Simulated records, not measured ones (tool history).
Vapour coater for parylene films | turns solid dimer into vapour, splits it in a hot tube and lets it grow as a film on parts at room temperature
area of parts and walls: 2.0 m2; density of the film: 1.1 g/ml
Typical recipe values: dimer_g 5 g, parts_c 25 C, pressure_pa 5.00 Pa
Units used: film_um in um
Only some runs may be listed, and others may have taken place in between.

run,day,dimer_g,parts_c,pressure_pa,film_um
1,0.000,5,25,5.00,1.70
# day 0.358: trap's valve overhauled
2,2.146,5,25,5.00,1.80
3,3.483,5,25,5.00,1.79
4,5.217,5,25,5.00,1.77
5,7.133,6,25,5.00,2.13
6,9.421,6,25,5.00,2.11
7,11.746,6,25,5.00,2.09
8,14.138,6,25,5.00,2.09
9,16.367,6,30,3.29,1.73
# day 17.267: table's thermometer calibrated
10,17.821,7,31,2.81,1.96
11,19.888,7,31,2.81,1.94
# day 20.533: trap's valve overhauled
12,22.704,7,18,3.96,3.10
13,24.458,5,27,2.29,1.69
14,26.308,5,33,9.85,1.23

What if the next run were any one of these 4? Each begins from the tool's condition after run 14:
A,28.400,3,25,5.00,?
B,28.400,6,33,2.60,?
C,28.400,3,27,9.21,?
D,28.400,2,18,5.00,?

run,film_um
A,1.07
B,1.59
C,0.93
D,0.87
With no hidden state in the tool, these same runs would have given:
run,film_um
A,1.10
B,1.62
C,0.95
D,0.89

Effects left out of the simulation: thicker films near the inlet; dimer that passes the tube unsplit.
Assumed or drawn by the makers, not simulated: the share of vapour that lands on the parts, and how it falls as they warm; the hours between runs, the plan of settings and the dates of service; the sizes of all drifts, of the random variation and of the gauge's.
